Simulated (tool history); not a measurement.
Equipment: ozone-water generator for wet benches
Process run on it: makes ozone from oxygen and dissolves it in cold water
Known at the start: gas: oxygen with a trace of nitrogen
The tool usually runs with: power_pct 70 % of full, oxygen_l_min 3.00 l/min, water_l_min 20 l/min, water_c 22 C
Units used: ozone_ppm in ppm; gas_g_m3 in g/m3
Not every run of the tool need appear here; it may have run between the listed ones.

Run 1, day 0.000: usual settings. Result: ozone_ppm 15.2 ppm, gas_g_m3 208.2 g/m3.
Run 2, day 4.754: usual settings. Result: ozone_ppm 15.3 ppm, gas_g_m3 207.5 g/m3.
Run 3, day 9.392: usual settings. Result: ozone_ppm 15.3 ppm, gas_g_m3 208.0 g/m3.
Run 4, day 13.704: usual settings but power_pct 71 % of full. Result: ozone_ppm 15.3 ppm, gas_g_m3 207.0 g/m3.
Run 5, day 18.604: usual settings but power_pct 71 % of full. Result: ozone_ppm 15.1 ppm, gas_g_m3 207.8 g/m3.
Run 6, day 21.912: usual settings but power_pct 71 % of full. Result: ozone_ppm 15.2 ppm, gas_g_m3 209.2 g/m3.
Run 7, day 26.846: usual settings but water_c 27 C. Result: ozone_ppm 14.3 ppm, gas_g_m3 205.7 g/m3.
At day 27.612: contactor cleaned.
Run 8, day 30.925: usual settings but water_c 27 C. Result: ozone_ppm 14.9 ppm, gas_g_m3 206.3 g/m3.
Run 9, day 34.583: usual settings. Result: ozone_ppm 15.8 ppm, gas_g_m3 205.3 g/m3.
Run 10, day 37.588: usual settings. Result: ozone_ppm 15.8 ppm, gas_g_m3 205.8 g/m3.
Run 11, day 40.462: usual settings. Result: ozone_ppm 15.6 ppm, gas_g_m3 205.4 g/m3.
Run 12, day 43.579: usual settings. Result: ozone_ppm 15.6 ppm, gas_g_m3 205.6 g/m3.
Run 13, day 46.833: usual settings but water_c 19 C. Result: ozone_ppm 16.2 ppm, gas_g_m3 204.8 g/m3.
Run 14, day 49.050: usual settings but water_c 19 C. Result: ozone_ppm 16.0 ppm, gas_g_m3 204.7 g/m3.
Run 15, day 53.117: usual settings but water_c 15 C. Result: ozone_ppm 16.9 ppm, gas_g_m3 204.4 g/m3.
Run 16, day 58.088: usual settings but water_c 15 C. Result: ozone_ppm 16.7 ppm, gas_g_m3 202.4 g/m3.
Run 17, day 62.425: usual settings but water_c 15 C. Result: ozone_ppm 16.7 ppm, gas_g_m3 202.8 g/m3.
Run 18, day 64.938: usual settings but power_pct 61 % of full. Result: ozone_ppm 14.4 ppm, gas_g_m3 188.5 g/m3.
Run 19, day 69.754: usual settings but power_pct 69 % of full, water_c 20 C. Result: ozone_ppm 15.5 ppm, gas_g_m3 201.7 g/m3.
Run 20, day 72.975: usual settings but power_pct 69 % of full, water_c 20 C. Result: ozone_ppm 15.4 ppm, gas_g_m3 201.4 g/m3.
Run 21, day 77.425: usual settings but power_pct 69 % of full, water_c 20 C. Result: ozone_ppm 15.5 ppm, gas_g_m3 202.6 g/m3.
Run 22, day 82.533: usual settings but power_pct 69 % of full, water_c 20 C. Result: ozone_ppm 15.3 ppm, gas_g_m3 199.2 g/m3.
Run 23, day 85.408: usual settings but power_pct 89 % of full, oxygen_l_min 2.07 l/min, water_l_min 13 l/min, water_c 23 C. Result: ozone_ppm 22.0 ppm, gas_g_m3 262.7 g/m3.
Run 24, day 89.654: usual settings but power_pct 61 % of full, oxygen_l_min 2.79 l/min, water_l_min 12 l/min, water_c 24 C. Result: ozone_ppm 20.0 ppm, gas_g_m3 192.0 g/m3.
Run 25, day 94.429: usual settings but power_pct 61 % of full, oxygen_l_min 2.79 l/min, water_l_min 12 l/min, water_c 24 C. Result: ozone_ppm 19.8 ppm, gas_g_m3 193.1 g/m3.
Run 26, day 98.675: usual settings but power_pct 61 % of full, oxygen_l_min 2.79 l/min, water_l_min 12 l/min, water_c 24 C. Result: ozone_ppm 20.0 ppm, gas_g_m3 191.8 g/m3.
Run 27, day 100.850: usual settings but oxygen_l_min 3.19 l/min, water_l_min 17 l/min, water_c 20 C. Result: ozone_ppm 18.0 ppm, gas_g_m3 197.3 g/m3.
Run 28, day 105.979: usual settings but oxygen_l_min 3.19 l/min, water_l_min 17 l/min, water_c 20 C. Result: ozone_ppm 18.1 ppm, gas_g_m3 196.1 g/m3.
Run 29, day 110.179: usual settings but water_c 18 C. Result: ozone_ppm 15.6 ppm, gas_g_m3 200.3 g/m3.
Run 30, day 112.825: usual settings but oxygen_l_min 5.39 l/min, water_c 18 C. Result: ozone_ppm 18.2 ppm, gas_g_m3 162.2 g/m3.
At day 113.625: water thermometer calibrated.
Run 31, day 117.525: usual settings but oxygen_l_min 5.39 l/min, water_l_min 13 l/min, water_c 15 C. Result: ozone_ppm 25.6 ppm, gas_g_m3 163.8 g/m3.
Run 32, day 120.908: usual settings but power_pct 41 % of full, water_l_min 16 l/min, water_c 19 C. Result: ozone_ppm 14.1 ppm, gas_g_m3 149.0 g/m3.
Run 33, day 126.008: usual settings but water_l_min 26 l/min, water_c 25 C. Result: ozone_ppm 11.6 ppm, gas_g_m3 198.0 g/m3.

Measured minus without-hidden-state, run by run (identical run-to-run variation in each term; gauge scatter may differ):
What the log doesn't record here: yield of the discharge, % of new electrodes'; contactor's efficiency, % of a clean one's; true water temperature over the reading, C; drift of the gauge itself on ozone_ppm, %; drift of the gauge itself on gas_g_m3, %.
run  ozone_ppm  gas_g_m3
  1       -0.9      -4.5
  2       -0.9      -4.8
  3       -1.0      -5.1
  4       -1.0      -5.5
  5       -1.1      -5.8
  6       -1.1      -6.2
  7       -1.0      -6.4
  8       -0.5      -6.7
  9       -0.6      -6.9
 10       -0.6      -7.1
 11       -0.6      -7.3
 12       -0.7      -7.5
 13       -0.7      -7.8
 14       -0.7      -7.9
 15       -0.7      -8.3
 16       -0.8      -8.7
 17       -0.8      -9.0
 18       -0.7      -7.8
 19       -0.8      -9.3
 20       -0.8      -9.5
 21       -0.9      -9.9
 22       -1.0     -10.2
 23       -1.5     -15.9
 24       -1.2      -9.6
 25       -1.2     -10.0
 26       -1.2     -10.2
 27       -1.2     -11.6
 28       -1.3     -11.9
 29       -1.1     -12.4
 30       -1.4     -10.3
 31       -1.9     -10.7
 32       -0.8      -6.8
 33       -0.9     -13.5

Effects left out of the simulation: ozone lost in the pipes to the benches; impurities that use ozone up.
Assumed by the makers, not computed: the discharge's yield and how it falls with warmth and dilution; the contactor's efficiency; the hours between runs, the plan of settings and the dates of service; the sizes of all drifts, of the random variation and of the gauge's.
